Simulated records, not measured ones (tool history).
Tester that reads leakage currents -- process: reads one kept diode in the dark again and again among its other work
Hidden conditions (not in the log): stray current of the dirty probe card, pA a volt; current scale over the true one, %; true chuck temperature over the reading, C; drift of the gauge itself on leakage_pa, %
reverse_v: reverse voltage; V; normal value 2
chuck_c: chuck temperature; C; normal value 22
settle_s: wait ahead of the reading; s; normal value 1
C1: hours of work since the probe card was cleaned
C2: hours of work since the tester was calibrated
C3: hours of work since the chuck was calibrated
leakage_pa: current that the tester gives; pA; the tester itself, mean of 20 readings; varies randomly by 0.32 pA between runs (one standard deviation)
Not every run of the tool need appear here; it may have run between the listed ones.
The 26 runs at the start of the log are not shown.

{"hour": 2160.3, "done": "tester calibrated, once more"}
{"run": 27, "hour": 2237.1, "reverse_v": 2, "chuck_c": 23, "settle_s": 1, "C1": 742, "C2": 55, "C3": 1259, "leakage_pa": 127.86}
{"run": 28, "hour": 2320.2, "reverse_v": 1.36, "chuck_c": 34, "settle_s": 0.31, "C1": 802, "C2": 115, "C3": 1319, "leakage_pa": 243.23}
{"run": 29, "hour": 2402.2, "reverse_v": 2.23, "chuck_c": 43, "settle_s": 0.7, "C1": 861, "C2": 175, "C3": 1378, "leakage_pa": 538.62}
{"run": 30, "hour": 2459.4, "reverse_v": 3.32, "chuck_c": 22, "settle_s": 0.64, "C1": 902, "C2": 216, "C3": 1419, "leakage_pa": 148.11}
{"run": 31, "hour": 2552.8, "reverse_v": 3.32, "chuck_c": 22, "settle_s": 0.55, "C1": 970, "C2": 283, "C3": 1487, "leakage_pa": 150.12}
{"run": 32, "hour": 2600.0, "reverse_v": 3.32, "chuck_c": 22, "settle_s": 0.55, "C1": 1004, "C2": 317, "C3": 1521, "leakage_pa": 150.65}
{"run": 33, "hour": 2683.1, "reverse_v": 3.32, "chuck_c": 22, "settle_s": 0.55, "C1": 1064, "C2": 377, "C3": 1581, "leakage_pa": 150.7}
{"run": 34, "hour": 2777.9, "reverse_v": 2.78, "chuck_c": 28, "settle_s": 0.59, "C1": 1132, "C2": 446, "C3": 1649, "leakage_pa": 216.69}
{"run": 35, "hour": 2846.5, "reverse_v": 9.83, "chuck_c": 48, "settle_s": 7, "C1": 1182, "C2": 495, "C3": 1699, "leakage_pa": 1357.3}

Predict each of these 3 candidate next runs independently; none follows another, all start after run 35:
{"run": "A", "hour": 2905.9, "reverse_v": 6.82, "chuck_c": 21, "settle_s": 1, "C1": 1224, "C2": 538, "C3": 1742, "leakage_pa": "?"}
{"run": "B", "hour": 2905.9, "reverse_v": 3.21, "chuck_c": 48, "settle_s": 2.6, "C1": 1224, "C2": 538, "C3": 1742, "leakage_pa": "?"}
{"run": "C", "hour": 2905.9, "reverse_v": 2, "chuck_c": 54, "settle_s": 1, "C1": 1224, "C2": 538, "C3": 1742, "leakage_pa": "?"}

run=A leakage_pa=191.81
run=B leakage_pa=878.53
run=C leakage_pa=1057.95
What these runs would have given with no unlogged condition in the tool:
run=A leakage_pa=157.47
run=B leakage_pa=768.51
run=C leakage_pa=931.77
